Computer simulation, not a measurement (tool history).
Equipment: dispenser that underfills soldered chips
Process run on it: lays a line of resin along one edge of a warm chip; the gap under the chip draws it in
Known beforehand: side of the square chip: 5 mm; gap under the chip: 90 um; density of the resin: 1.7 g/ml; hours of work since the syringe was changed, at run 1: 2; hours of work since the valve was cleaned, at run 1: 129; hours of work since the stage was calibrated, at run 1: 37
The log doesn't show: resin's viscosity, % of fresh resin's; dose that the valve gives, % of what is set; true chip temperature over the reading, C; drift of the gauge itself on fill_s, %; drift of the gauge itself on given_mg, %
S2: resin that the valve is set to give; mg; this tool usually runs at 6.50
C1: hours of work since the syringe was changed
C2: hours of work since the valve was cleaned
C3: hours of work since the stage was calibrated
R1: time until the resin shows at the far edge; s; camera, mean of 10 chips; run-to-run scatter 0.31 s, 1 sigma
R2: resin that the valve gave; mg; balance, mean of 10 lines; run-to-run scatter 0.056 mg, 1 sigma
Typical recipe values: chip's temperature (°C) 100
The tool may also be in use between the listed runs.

Run 1, day 0.000: usual settings; C1 2; C2 129; C3 37. Result: R1 7.9 s, R2 6.10 mg.
Run 2, day 0.275: usual settings but chip's temperature (°C) 106; C1 6; C2 133; C3 41. Result: R1 7.8 s, R2 6.08 mg.
At day 0.304: new syringe of resin.
Run 3, day 0.554: usual settings but S2 7.45 mg; C1 4; C2 138; C3 45. Result: R1 8.7 s, R2 6.96 mg.
At day 0.725: new syringe of resin.
Run 4, day 0.733: usual settings; C1 0; C2 140; C3 48. Result: R1 7.0 s, R2 6.19 mg.
Run 5, day 0.958: usual settings; C1 4; C2 144; C3 52. Result: R1 8.9 s, R2 5.97 mg.
At day 1.146: new syringe of resin.
At day 1.229: dispensing valve cleaned and set on the balance.
Run 6, day 1.242: usual settings; C1 1; C2 0; C3 55. Result: R1 7.8 s, R2 6.44 mg.
Run 7, day 1.479: usual settings but chip's temperature (°C) 115; C1 5; C2 4; C3 59. Result: R1 5.5 s, R2 6.51 mg.
At day 1.604: new syringe of resin.
Run 8, day 1.650: usual settings but chip's temperature (°C) 115; C1 1; C2 6; C3 61. Result: R1 4.5 s, R2 6.61 mg.
Run 9, day 1.925: usual settings; C1 5; C2 11; C3 66. Result: R1 9.6 s, R2 6.48 mg.
At day 2.029: new syringe of resin.
Run 10, day 2.221: usual settings; C1 3; C2 15; C3 70. Result: R1 8.3 s, R2 6.49 mg.
At day 2.471: new syringe of resin.
Run 11, day 2.546: usual settings but chip's temperature (°C) 85; C1 1; C2 20; C3 75. Result: R1 13.6 s, R2 6.45 mg.
Run 12, day 2.775: usual settings but chip's temperature (°C) 85; C1 5; C2 24; C3 79. Result: R1 16.0 s, R2 6.45 mg.
At day 2.892: new syringe of resin.
Run 13, day 2.983: usual settings; C1 1; C2 27; C3 82. Result: R1 8.4 s, R2 6.41 mg.
Run 14, day 3.154: usual settings but S2 6.72 mg; C1 4; C2 29; C3 84. Result: R1 8.8 s, R2 6.63 mg.
At day 3.317: new syringe of resin.
Run 15, day 3.333: usual settings but chip's temperature (°C) 110; C1 0; C2 32; C3 87. Result: R1 5.4 s, R2 6.43 mg.
Run 16, day 3.612: usual settings but chip's temperature (°C) 110; C1 5; C2 36; C3 91. Result: R1 7.0 s, R2 6.52 mg.
At day 3.733: new syringe of resin.
Run 17, day 3.758: usual settings but chip's temperature (°C) 110; C1 0; C2 38; C3 93. Result: R1 5.8 s, R2 6.48 mg.
Run 18, day 3.950: usual settings but chip's temperature (°C) 110; C1 3; C2 42; C3 96. Result: R1 6.1 s, R2 6.29 mg.
At day 4.162: new syringe of resin.
Run 19, day 4.221: usual settings but chip's temperature (°C) 110; C1 1; C2 46; C3 100. Result: R1 5.6 s, R2 6.36 mg.
Run 20, day 4.492: usual settings but chip's temperature (°C) 111, S2 5.56 mg; C1 5; C2 50; C3 105. Result: R1 7.3 s, R2 5.45 mg.
At day 4.592: new syringe of resin.
Run 21, day 4.750: usual settings but chip's temperature (°C) 113; C1 2; C2 54; C3 109. Result: R1 5.6 s, R2 6.42 mg.
Run 22, day 4.962: usual settings but chip's temperature (°C) 93, S2 8.12 mg; C1 6; C2 57; C3 112. Result: R1 12.2 s, R2 7.89 mg.
At day 5.033: new syringe of resin.
Run 23, day 5.146: usual settings but chip's temperature (°C) 93, S2 8.12 mg; C1 2; C2 60; C3 115. Result: R1 10.0 s, R2 7.91 mg.
Run 24, day 5.283: usual settings but chip's temperature (°C) 90, S2 5.74 mg; C1 4; C2 62; C3 117. Result: R1 13.0 s, R2 5.65 mg.
At day 5.467: new syringe of resin.
Run 25, day 5.504: usual settings but chip's temperature (°C) 90, S2 5.74 mg; C1 1; C2 65; C3 120. Result: R1 11.7 s, R2 5.57 mg.
Run 26, day 5.650: usual settings but chip's temperature (°C) 99; C1 3; C2 67; C3 122. Result: R1 9.0 s, R2 6.32 mg.
Run 27, day 5.842: usual settings but chip's temperature (°C) 91, S2 7.00 mg; C1 6; C2 70; C3 125. Result: R1 14.6 s, R2 6.78 mg.
At day 5.900: new syringe of resin.
Run 28, day 6.012: usual settings but chip's temperature (°C) 97, S2 8.25 mg; C1 2; C2 73; C3 128. Result: R1 8.4 s, R2 7.97 mg.
Run 29, day 6.258: usual settings but chip's temperature (°C) 97, S2 8.25 mg; C1 6; C2 77; C3 132. Result: R1 10.4 s, R2 8.04 mg.
At day 6.317: new syringe of resin.
Run 30, day 6.467: usual settings but chip's temperature (°C) 101, S2 6.12 mg; C1 2; C2 80; C3 135. Result: R1 8.6 s, R2 5.89 mg.
At day 6.738: new syringe of resin.
Run 31, day 6.742: usual settings but chip's temperature (°C) 101, S2 6.12 mg; C1 0; C2 84; C3 139. Result: R1 7.9 s, R2 5.93 mg.
Run 32, day 7.029: usual settings but chip's temperature (°C) 92, S2 6.01 mg; C1 5; C2 88; C3 143. Result: R1 11.9 s, R2 5.81 mg.
At day 7.167: new syringe of resin.
Run 33, day 7.271: usual settings but chip's temperature (°C) 95, S2 6.66 mg; C1 2; C2 92; C3 147. Result: R1 9.7 s, R2 6.40 mg.
At day 7.583: new syringe of resin.
Run 34, day 7.583: usual settings but chip's temperature (°C) 110, S2 8.27 mg; C1 0; C2 97; C3 152. Result: R1 4.9 s, R2 7.95 mg.
Run 35, day 7.717: usual settings but chip's temperature (°C) 110, S2 8.27 mg; C1 2; C2 99; C3 154. Result: R1 5.6 s, R2 7.87 mg.
Run 36, day 7.892: usual settings but chip's temperature (°C) 110, S2 8.27 mg; C1 5; C2 102; C3 156. Result: R1 6.8 s, R2 8.01 mg.

Consider 4 possible next runs. They are alternatives, not a sequence: every one starts from the tool as it was left by run 36. What does each give?
At day 8.012: new syringe of resin.
Run A, day 8.112: usual settings but chip's temperature (°C) 88, S2 6.53 mg; C1 2; C2 105; C3 160. Result: R1 ?, R2 ?.
At day 8.012: new syringe of resin.
Run B, day 8.112: usual settings but chip's temperature (°C) 110, S2 7.94 mg; C1 2; C2 105; C3 160. Result: R1 ?, R2 ?.
At day 8.012: new syringe of resin.
Run C, day 8.112: usual settings but chip's temperature (°C) 108, S2 6.59 mg; C1 2; C2 105; C3 160. Result: R1 ?, R2 ?.
At day 8.012: new syringe of resin.
Run D, day 8.112: usual settings but chip's temperature (°C) 94, S2 6.52 mg; C1 2; C2 105; C3 160. Result: R1 ?, R2 ?.

run    R1    R2
  A  12.9  6.19
  B   5.5  7.63
  C   5.9  6.10
  D  10.2  6.21
Stripped of hidden state, with their random variation kept, the same runs would have yielded:
run    R1    R2
  A  11.6  6.47
  B   4.9  7.98
  C   5.3  6.39
  D   9.1  6.49

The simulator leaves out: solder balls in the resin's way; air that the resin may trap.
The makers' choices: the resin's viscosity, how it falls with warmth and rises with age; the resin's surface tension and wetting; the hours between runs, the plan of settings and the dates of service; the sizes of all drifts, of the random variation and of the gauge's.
